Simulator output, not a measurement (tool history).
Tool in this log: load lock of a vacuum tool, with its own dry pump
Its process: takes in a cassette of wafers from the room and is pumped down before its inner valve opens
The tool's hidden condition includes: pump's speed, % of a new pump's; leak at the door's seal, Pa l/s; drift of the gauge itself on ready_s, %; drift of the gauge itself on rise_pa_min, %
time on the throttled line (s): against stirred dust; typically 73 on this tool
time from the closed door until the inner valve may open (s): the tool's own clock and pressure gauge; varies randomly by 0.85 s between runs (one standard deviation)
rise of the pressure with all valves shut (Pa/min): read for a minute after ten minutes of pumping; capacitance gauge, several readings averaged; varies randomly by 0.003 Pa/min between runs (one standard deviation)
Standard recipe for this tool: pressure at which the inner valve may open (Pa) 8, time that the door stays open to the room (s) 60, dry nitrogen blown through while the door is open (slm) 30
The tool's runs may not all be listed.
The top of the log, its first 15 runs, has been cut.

run    hour  time on the throttled line (s)  pressure at which the inner valve may open (Pa)  time that the door stays open to the room (s)  dry nitrogen blown through while the door is open (slm)  hours that the pump has run since its overhaul  times that the door has closed on its seal  incoming humidity of the room's air, %  time from the closed door until the inner valve may open (s)  rise of the pressure with all valves shut (Pa/min)
 16  1493.6                              73                                               15                                             60                                                       30                                            6510                                       15975                                    43.9                                                           136                                                0.07
 17  1590.5                              73                                               15                                             60                                                       30                                            6607                                       16425                                    43.7                                                           137                                               0.069
 18  1694.6                              49                                                8                                             60                                                       30                                            6711                                       16909                                    46.9                                                           127                                               0.062
 19  1814.5                              45                                                8                                             60                                                       30                                            6831                                       17466                                    44.9                                                         124.7                                               0.059
 20  1902.2                              73                                                7                                             36                                                       30                                            6918                                       17874                                      45                                                         145.5                                               0.059
 21  2029.7                              56                                                7                                            199                                                       10                                            7046                                       18467                                    49.8                                                         133.7                                               0.142
 22  2149.7                              55                                                8                                             60                                                       30                                            7166                                       19024                                    42.1                                                         131.4                                               0.066
 23  2292.6                              62                                               14                                            104                                                       30                                            7309                                       19689                                    44.6                                                         130.9                                               0.085
 24  2353.5                              92                                               14                                            104                                                       18                                            7370                                       19972                                    44.1                                                         150.7                                               0.099
 25  2423.2                              73                                                8                                             31                                                       23                                            7439                                       20296                                    43.7                                                         144.4                                               0.061
 26  2533.9                              83                                                8                                             84                                                        9                                            7550                                       20810                                    47.4                                                         153.2                                               0.099
 27    2616                              73                                                8                                             60                                                        4                                            7632                                       21192                                    46.6                                                         144.7                                               0.097
 28  2683.7                              73                                               11                                             60                                                        9                                            7700                                       21506                                    46.5                                                         141.2                                               0.089
 29  2761.6                              73                                               11                                             60                                                        9                                            7778                                       21868                                    46.5                                                         140.4                                               0.092
 30  2820.3                              73                                                6                                             60                                                        7                                            7837                                       22141                                      45                                                         146.9                                               0.091
 31  2943.3                              73                                                6                                             60                                                        7                                            7960                                       22713                                    44.8                                                         147.5                                               0.096
 32  3066.1                             138                                                8                                             60                                                        4                                            8082                                       23283                                    46.7                                                         186.6                                               0.102
 33    3207                             138                                                8                                             60                                                        4                                            8223                                       23939                                    43.2                                                         189.4                                               0.099
 34  3305.6                             138                                                8                                             60                                                        4                                            8322                                       24397                                    46.4                                                         186.3                                               0.108
 35  3420.8                              40                                               11                                            137                                                        5                                            8437                                       24932                                    46.6                                                         122.5                                               0.137
 36  3532.9                              40                                               11                                            137                                                        5                                            8549                                       25453                                    45.7                                                         122.2                                               0.141
 37  3645.7                              92                                               11                                            137                                                        5                                            8662                                       25977                                    43.4                                                         157.5                                               0.135

What if the next run were any one of these 3? Each begins from the tool's condition after run 37:
  A  3705.7                              92                                               11                                            146                                                       28                                            8722                                       26256                                    45.7                                                             ?                                                   ?
  B  3705.7                             118                                                6                                            181                                                        5                                            8722                                       26256                                    47.1                                                             ?                                                   ?
  C  3705.7                              73                                               11                                             60                                                        4                                            8722                                       26256                                    45.7                                                             ?                                                   ?

run  time from the closed door until the inner valve may open (s)  rise of the pressure with all valves shut (Pa/min)
  A                                                         154.9                                               0.113
  B                                                         181.3                                               0.162
  C                                                         143.4                                               0.113
Had the tool no hidden state, the same runs would have come out as:
run  time from the closed door until the inner valve may open (s)  rise of the pressure with all valves shut (Pa/min)
  A                                                         142.6                                               0.063
  B                                                           169                                               0.112
  C                                                         129.8                                               0.063
